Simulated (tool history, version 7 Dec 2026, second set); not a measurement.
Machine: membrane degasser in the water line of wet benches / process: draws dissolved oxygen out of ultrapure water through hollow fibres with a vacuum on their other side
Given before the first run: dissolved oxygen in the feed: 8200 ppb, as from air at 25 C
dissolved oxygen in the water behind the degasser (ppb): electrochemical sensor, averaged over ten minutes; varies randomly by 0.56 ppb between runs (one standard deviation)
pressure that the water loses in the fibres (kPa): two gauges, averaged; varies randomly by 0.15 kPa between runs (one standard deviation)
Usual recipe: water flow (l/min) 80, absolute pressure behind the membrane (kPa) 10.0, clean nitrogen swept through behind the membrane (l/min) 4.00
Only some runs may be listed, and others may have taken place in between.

| run | hour | water flow (l/min) | absolute pressure behind the membrane (kPa) | clean nitrogen swept through behind the membrane (l/min) | dissolved oxygen in the water behind the degasser (ppb) | pressure that the water loses in the fibres (kPa) |
|---|---|---|---|---|---|---|
| 1 | 0.0 | 80 | 10.0 | 4.00 | 300.0 | 42.36 |
| 2 | 103.6 | 80 | 10.0 | 4.00 | 299.7 | 42.36 |
| 3 | 165.0 | 80 | 10.0 | 4.00 | 299.4 | 42.10 |
| 4 | 266.7 | 80 | 10.0 | 4.00 | 299.9 | 42.40 |
| 5 | 335.0 | 80 | 10.0 | 4.00 | 300.2 | 42.10 |
| 6 | 466.5 | 84 | 10.0 | 4.00 | 313.3 | 44.48 |
| 7 | 586.9 | 84 | 10.0 | 4.00 | 312.4 | 44.47 |
| 8 | 718.1 | 84 | 10.0 | 4.00 | 313.5 | 44.28 |
| 9 | 829.9 | 67 | 10.0 | 4.00 | 255.6 | 35.23 |
| 10 | 950.1 | 67 | 10.0 | 4.00 | 254.7 | 35.16 |
| 11 | 1026.9 | 67 | 10.0 | 4.00 | 254.9 | 35.31 |
| 12 | 1156.7 | 80 | 19.3 | 4.00 | 672.5 | 41.66 |
| 13 | 1244.8 | 80 | 10.0 | 2.50 | 439.1 | 41.73 |
| 14 | 1298.6 | 80 | 10.0 | 4.00 | 299.1 | 41.56 |
| 15 | 1355.5 | 80 | 10.0 | 4.00 | 299.6 | 41.64 |
|  | 1381.3 | vacuum gauge calibrated |
| 16 | 1480.6 | 80 | 10.0 | 4.00 | 299.4 | 41.51 |
| 17 | 1535.9 | 80 | 10.0 | 4.00 | 301.0 | 41.78 |
| 18 | 1659.9 | 68 | 9.6 | 4.00 | 244.2 | 35.36 |
| 19 | 1746.8 | 60 | 9.6 | 9.28 | 101.5 | 31.23 |
| 20 | 1852.5 | 60 | 9.6 | 9.28 | 101.1 | 31.11 |
| 21 | 1915.7 | 60 | 9.6 | 9.28 | 101.5 | 31.12 |
| 22 | 2042.7 | 60 | 9.6 | 9.28 | 101.3 | 31.05 |
| 23 | 2167.0 | 80 | 19.4 | 4.00 | 675.4 | 41.16 |
| 24 | 2264.0 | 73 | 8.5 | 5.15 | 174.6 | 37.72 |
| 25 | 2319.5 | 58 | 11.8 | 3.48 | 316.6 | 29.90 |
| 26 | 2393.5 | 89 | 22.9 | 2.93 | 1126.1 | 45.84 |
| 27 | 2480.4 | 80 | 10.0 | 7.25 | 178.6 | 41.07 |
| 28 | 2538.2 | 80 | 14.5 | 4.00 | 483.3 | 41.24 |
|  | 2559.7 | gauge calibrated |
| 29 | 2638.4 | 108 | 7.5 | 7.10 | 161.7 | 57.14 |
| 30 | 2743.1 | 108 | 7.5 | 7.10 | 161.8 | 57.59 |
| 31 | 2841.2 | 56 | 9.1 | 6.93 | 114.9 | 29.35 |
| 32 | 2957.5 | 56 | 9.1 | 6.93 | 114.5 | 29.57 |

Forecast each of these 4 alternatives for the next run:
| A | 3029.5 | 49 | 8.4 | 6.93 | ? | ? |
| B | 3029.5 | 97 | 9.5 | 6.93 | ? | ? |
| C | 3029.5 | 106 | 18.7 | 5.46 | ? | ? |
| D | 3029.5 | 56 | 20.6 | 5.78 | ? | ? |

| run | dissolved oxygen in the water behind the degasser (ppb) | pressure that the water loses in the fibres (kPa) |
|---|---|---|
| A | 88.9 | 25.55 |
| B | 209.4 | 50.95 |
| C | 637.2 | 55.93 |
| D | 382.9 | 29.36 |
Without the tool's hidden state the same runs would have given:
| run | dissolved oxygen in the water behind the degasser (ppb) | pressure that the water loses in the fibres (kPa) |
|---|---|---|
| A | 88.9 | 25.67 |
| B | 209.4 | 51.20 |
| C | 637.2 | 56.21 |
| D | 382.9 | 29.50 |
